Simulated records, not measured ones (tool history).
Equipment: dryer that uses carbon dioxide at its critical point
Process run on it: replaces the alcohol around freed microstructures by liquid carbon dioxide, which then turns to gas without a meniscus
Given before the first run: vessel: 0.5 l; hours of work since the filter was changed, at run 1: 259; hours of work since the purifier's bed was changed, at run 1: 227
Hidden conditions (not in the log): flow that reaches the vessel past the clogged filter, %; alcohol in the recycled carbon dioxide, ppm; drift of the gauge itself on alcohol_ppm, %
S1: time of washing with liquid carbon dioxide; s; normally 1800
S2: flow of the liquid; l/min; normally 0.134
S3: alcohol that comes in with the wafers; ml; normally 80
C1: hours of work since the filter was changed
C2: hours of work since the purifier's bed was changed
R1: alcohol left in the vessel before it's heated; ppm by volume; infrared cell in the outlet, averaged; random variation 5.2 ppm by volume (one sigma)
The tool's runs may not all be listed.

{"run": 1, "hour": 0.0, "S1": 1800, "S2": 0.134, "S3": 80, "C1": 259, "C2": 227, "R1": 145}
{"run": 2, "hour": 20.3, "S1": 1800, "S2": 0.134, "S3": 80, "C1": 269, "C2": 237, "R1": 155}
{"run": 3, "hour": 41.1, "S1": 1800, "S2": 0.134, "S3": 80, "C1": 279, "C2": 247, "R1": 153}
{"run": 4, "hour": 52.2, "S1": 1800, "S2": 0.134, "S3": 80, "C1": 284, "C2": 252, "R1": 149}
{"run": 5, "hour": 65.5, "S1": 1800, "S2": 0.134, "S3": 80, "C1": 290, "C2": 259, "R1": 146}
{"run": 6, "hour": 75.6, "S1": 1800, "S2": 0.134, "S3": 80, "C1": 295, "C2": 264, "R1": 153}
{"run": 7, "hour": 99.3, "S1": 1200, "S2": 0.129, "S3": 80, "C1": 307, "C2": 275, "R1": 1725}
{"run": 8, "hour": 120.1, "S1": 1080, "S2": 0.109, "S3": 80, "C1": 317, "C2": 285, "R1": 4944}
{"run": 9, "hour": 138.9, "S1": 1080, "S2": 0.109, "S3": 80, "C1": 326, "C2": 294, "R1": 5094}
{"run": 10, "hour": 155.8, "S1": 1080, "S2": 0.109, "S3": 80, "C1": 334, "C2": 303, "R1": 5126}
{"run": 11, "hour": 173.3, "S1": 1860, "S2": 0.14, "S3": 34, "C1": 343, "C2": 311, "R1": 59}

Branching from run 11: 4 alternative next runs. What would each branch give?
{"run": "A", "hour": 196.2, "S1": 1860, "S2": 0.113, "S3": 34, "C1": 354, "C2": 322, "R1": "?"}
{"run": "B", "hour": 196.2, "S1": 1200, "S2": 0.085, "S3": 28, "C1": 354, "C2": 322, "R1": "?"}
{"run": "C", "hour": 196.2, "S1": 1560, "S2": 0.14, "S3": 34, "C1": 354, "C2": 322, "R1": "?"}
{"run": "D", "hour": 196.2, "S1": 2340, "S2": 0.151, "S3": 84, "C1": 354, "C2": 322, "R1": "?"}

run=A R1=180
run=B R1=2756
run=C R1=145
run=D R1=28
Had the tool no hidden state, the same runs would have come out as:
run=A R1=121
run=B R1=2343
run=C R1=93
run=D R1=7
